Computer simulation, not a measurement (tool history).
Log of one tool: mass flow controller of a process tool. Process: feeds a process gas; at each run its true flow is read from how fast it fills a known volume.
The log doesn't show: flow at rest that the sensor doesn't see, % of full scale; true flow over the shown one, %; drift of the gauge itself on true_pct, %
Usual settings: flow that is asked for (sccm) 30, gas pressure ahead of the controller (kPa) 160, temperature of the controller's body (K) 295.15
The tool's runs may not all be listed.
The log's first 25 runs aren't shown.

run	hour	flow that is asked for (sccm)	gas pressure ahead of the controller (kPa)	temperature of the controller's body (K)	hours of work since the controller was set to zero	hours of work since the controller was changed	true flow (%)
26	8347.2	30	185	295.15	3685	8312	100.02
27	8544.3	35	182	306.15	3773	8401	98.79
28	8979.3	87	266	310.15	3968	8596	98.74
29	9249.8	18	184	305.15	4089	8717	98.96
30	9502.2	30	266	311.15	4202	8830	98.44
31	9868.0	30	266	311.15	4366	8994	98.55
32	10332.3	30	146	295.15	4574	9202	99.85
# hour 10456.2: controller's zero set anew
33	10631.1	30	163	312.15	78	9336	98.14
34	10938.8	30	163	312.15	216	9474	98.04
35	11275.9	12	163	298.15	367	9625	99.59
36	11554.2	12	163	298.15	492	9750	99.64
37	11837.1	12	163	298.15	619	9876	99.65
38	12191.6	12	163	298.15	778	10035	99.52
39	12638.6	45	142	303.15	978	10236	99.11
40	12880.3	52	141	296.15	1086	10344	99.96
41	13367.6	16	206	295.15	1305	10562	100.07
42	13752.8	16	206	295.15	1478	10735	99.97
43	13999.1	23	206	295.15	1588	10845	100.08
44	14274.1	79	149	299.15	1711	10969	99.61
45	14587.8	79	149	299.15	1852	11109	99.69
46	15019.2	19	160	308.15	2045	11303	98.55
47	15464.8	27	160	294.15	2245	11502	100.19
48	15767.3	27	160	294.15	2380	11638	100.12

Forecast each of these 3 alternatives for the next run:
A	16173.4	89	160	295.15	2562	11820	?
B	16173.4	25	172	307.15	2562	11820	?
C	16173.4	30	228	302.15	2562	11820	?

run	true flow (%)
A	100.25
B	98.62
C	99.47
Without the tool's hidden state the same runs would have given:
run	true flow (%)
A	100.25
B	98.61
C	99.46

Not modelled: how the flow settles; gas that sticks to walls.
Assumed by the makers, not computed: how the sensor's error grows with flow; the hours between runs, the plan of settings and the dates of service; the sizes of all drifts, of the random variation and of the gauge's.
